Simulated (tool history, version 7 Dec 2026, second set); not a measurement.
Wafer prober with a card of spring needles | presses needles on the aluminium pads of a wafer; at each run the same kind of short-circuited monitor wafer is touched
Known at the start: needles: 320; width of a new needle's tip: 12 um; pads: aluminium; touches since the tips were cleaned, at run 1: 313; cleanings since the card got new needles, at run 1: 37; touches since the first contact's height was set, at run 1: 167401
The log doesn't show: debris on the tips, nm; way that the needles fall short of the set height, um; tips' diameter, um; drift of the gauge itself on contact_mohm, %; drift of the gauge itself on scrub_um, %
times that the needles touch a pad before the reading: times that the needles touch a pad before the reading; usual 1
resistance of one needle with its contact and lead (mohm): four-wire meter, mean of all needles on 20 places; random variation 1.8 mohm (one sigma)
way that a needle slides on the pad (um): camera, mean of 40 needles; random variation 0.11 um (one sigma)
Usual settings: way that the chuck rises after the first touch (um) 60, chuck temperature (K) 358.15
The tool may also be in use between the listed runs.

run     day  way that the chuck rises after the first touch (um)  chuck temperature (K)  times that the needles touch a pad before the reading  touches since the tips were cleaned  cleanings since the card got new needles  touches since the first contact's height was set  resistance of one needle with its contact and lead (mohm)  way that a needle slides on the pad (um)
  1       0                                                   60                 358.15                                                      1                                  313                                        37                                            167401                                                        194                                      8.64
      0.383  -- tips cleaned on abrasive film
      0.767  -- tips cleaned on abrasive film
  2   1.012                                                   60                 358.15                                                      1                                 2889                                        39                                            179259                                                        209                                       8.6
      1.162  -- tips cleaned on abrasive film
      1.558  -- tips cleaned on abrasive film
      1.912  -- tips cleaned on abrasive film
  3   2.033                                                   52                 358.15                                                      1                                 1384                                        42                                            191126                                                        210                                      7.29
      2.262  -- tips cleaned on abrasive film
      2.679  -- tips cleaned on abrasive film
      3.042  -- tips cleaned on abrasive film
  4   3.042                                                   52                 358.15                                                      1                                    0                                        45                                            202884                                                        191                                      7.19
      3.429  -- tips cleaned on abrasive film
      3.788  -- tips cleaned on abrasive film
  5   3.854                                                   52                 358.15                                                      1                                  775                                        47                                            212367                                                        203                                      7.26
      4.175  -- tips cleaned on abrasive film
      4.438  -- height of the first contact set anew
      4.608  -- tips cleaned on abrasive film
  6   4.767                                                   52                 358.15                                                      1                                 1910                                        49                                              3847                                                        210                                      8.16
      5.025  -- tips cleaned on abrasive film
      5.446  -- tips cleaned on abrasive film
      5.838  -- tips cleaned on abrasive film
  7   5.879                                                   52                 358.15                                                      1                                  521                                        52                                             16820                                                        197                                      7.79
      6.242  -- tips cleaned on abrasive film
      6.642  -- tips cleaned on abrasive film
      7.021  -- tips cleaned on abrasive film
  8    7.15                                                   52                 358.15                                                      1                                 1503                                        55                                             31653                                                        205                                      7.87
      7.408  -- tips cleaned on abrasive film
      7.762  -- tips cleaned on abrasive film
       8.15  -- tips cleaned on abrasive film
  9   8.179                                                   52                 358.15                                                      1                                  350                                        58                                             43641                                                        199                                       7.8
      8.517  -- tips cleaned on abrasive film
      8.929  -- tips cleaned on abrasive film
 10   9.154                                                   52                 358.15                                                      1                                 2658                                        60                                             55040                                                        215                                      7.93
      9.292  -- tips cleaned on abrasive film
      9.704  -- tips cleaned on abrasive film
 11  10.008                                                   52                 358.15                                                      1                                 3569                                        62                                             65035                                                        222                                      7.77
     10.096  -- tips cleaned on abrasive film
      10.45  -- tips cleaned on abrasive film
 12  10.696                                                   60                 332.15                                                      1                                 2887                                        64                                             73061                                                        206                                      8.95
      10.85  -- tips cleaned on abrasive film
     11.225  -- tips cleaned on abrasive film
     11.629  -- tips cleaned on abrasive film
 13  11.629                                                   60                 332.15                                                      1                                    1                                        67                                             83943                                                        187                                      8.97
     11.992  -- tips cleaned on abrasive film
 14  12.304                                                   60                 332.15                                                      1                                 3651                                        68                                             91821                                                        212                                      8.98
     12.371  -- tips cleaned on abrasive film
     12.775  -- tips cleaned on abrasive film
     13.167  -- tips cleaned on abrasive film
 15  13.212                                                   60                 332.15                                                      1                                  528                                        71                                            102391                                                        188                                      8.72
     13.508  -- tips cleaned on abrasive film
     13.917  -- tips cleaned on abrasive film
     14.283  -- tips cleaned on abrasive film
 16    14.5                                                   47                 304.15                                                      1                                 2556                                        74                                            117459                                                        219                                      6.58
     14.662  -- tips cleaned on abrasive film
     15.021  -- tips cleaned on abrasive film
     15.362  -- tips cleaned on abrasive film
 17  15.488                                                   61                 304.15                                                      3                                 1515                                        77                                            128976                                                        182                                      8.84
     15.733  -- tips cleaned on abrasive film
     16.138  -- tips cleaned on abrasive film
     16.517  -- tips cleaned on abrasive film
 18  16.712                                                   75                 321.15                                                      2                                 2314                                        80                                            143262                                                        188                                     11.23
     16.879  -- tips cleaned on abrasive film
     17.229  -- tips cleaned on abrasive film
 19  17.533                                                   53                 311.15                                                      1                                 3571                                        82                                            152842                                                        224                                      7.53
     17.621  -- tips cleaned on abrasive film
     17.967  -- tips cleaned on abrasive film
     18.392  -- tips cleaned on abrasive film
 20  18.604                                                   50                 314.15                                                      1                                 2511                                        85                                            165329                                                        223                                      7.31
     18.775  -- tips cleaned on abrasive film
     19.171  -- tips cleaned on abrasive film
 21  19.188                                                   60                 332.15                                                      1                                  205                                        87                                            172129                                                        191                                      8.71
     19.588  -- tips cleaned on abrasive film
     19.971  -- tips cleaned on abrasive film
 22  20.288                                                   60                 332.15                                                      1                                 3726                                        89                                            185005                                                        216                                      8.24
      20.35  -- tips cleaned on abrasive film
     20.712  -- tips cleaned on abrasive film
     21.138  -- tips cleaned on abrasive film
 23   21.45                                                   60                 332.15                                                      1                                 3699                                        92                                            198589                                                        219                                      8.49
     21.538  -- tips cleaned on abrasive film
     21.962  -- tips cleaned on abrasive film
 24  22.138                                                   55                 358.15                                                      1                                 2050                                        94                                            206596                                                        217                                      7.76
     22.367  -- tips cleaned on abrasive film
     22.717  -- tips cleaned on abrasive film
 25  22.917                                                   55                 358.15                                                      1                                 2358                                        96                                            215695                                                        218                                      7.72
     23.071  -- tips cleaned on abrasive film
      23.25  -- height of the first contact set anew
     23.504  -- tips cleaned on abrasive film
 26  23.608                                                   41                 383.15                                                      1                                 1259                                        98                                              4179                                                        225                                      6.38
     23.921  -- tips cleaned on abrasive film
     24.321  -- tips cleaned on abrasive film
 27  24.558                                                   41                 304.15                                                      1                                 2794                                       100                                             15280                                                        232                                      6.16
     24.704  -- tips cleaned on abrasive film
     25.083  -- tips cleaned on abrasive film
 28  25.229                                                   60                 358.15                                                      1                                 1702                                       102                                             23075                                                        204                                      9.12
     25.483  -- tips cleaned on abrasive film
 29  25.792                                                   60                 366.15                                                      1                                 3628                                       103                                             29689                                                        218                                      9.13

Measured less the same run without the tool's hidden state. The same run-to-run variation is in both; the gauge's scatter may not be:
run  resistance of one needle with its contact and lead (mohm)  way that a needle slides on the pad (um)
  1                                                         +8                                     -0.64
  2                                                        +23                                     -0.67
  3                                                        +19                                     -0.73
  4                                                         +6                                     -0.78
  5                                                        +17                                     -0.82
  6                                                        +20                                     -0.02
  7                                                         +8                                     -0.07
  8                                                        +19                                     -0.13
  9                                                        +11                                     -0.18
 10                                                        +29                                     -0.23
 11                                                        +35                                     -0.25
 12                                                        +27                                     -0.29
 13                                                         +5                                     -0.34
 14                                                        +33                                     -0.34
 15                                                        +10                                      -0.4
 16                                                        +42                                     -0.44
 17                                                         +8                                     -0.48
 18                                                        +10                                     -0.55
 19                                                        +44                                     -0.57
 20                                                        +42                                     -0.62
 21                                                         +7                                     -0.66
 22                                                        +35                                     -0.68
 23                                                        +38                                     -0.76
 24                                                        +29                                     -0.79
 25                                                        +29                                     -0.82
 26                                                        +30                                     -0.02
 27                                                        +51                                     -0.06
 28                                                        +19                                     -0.08
 29                                                        +32                                     -0.09
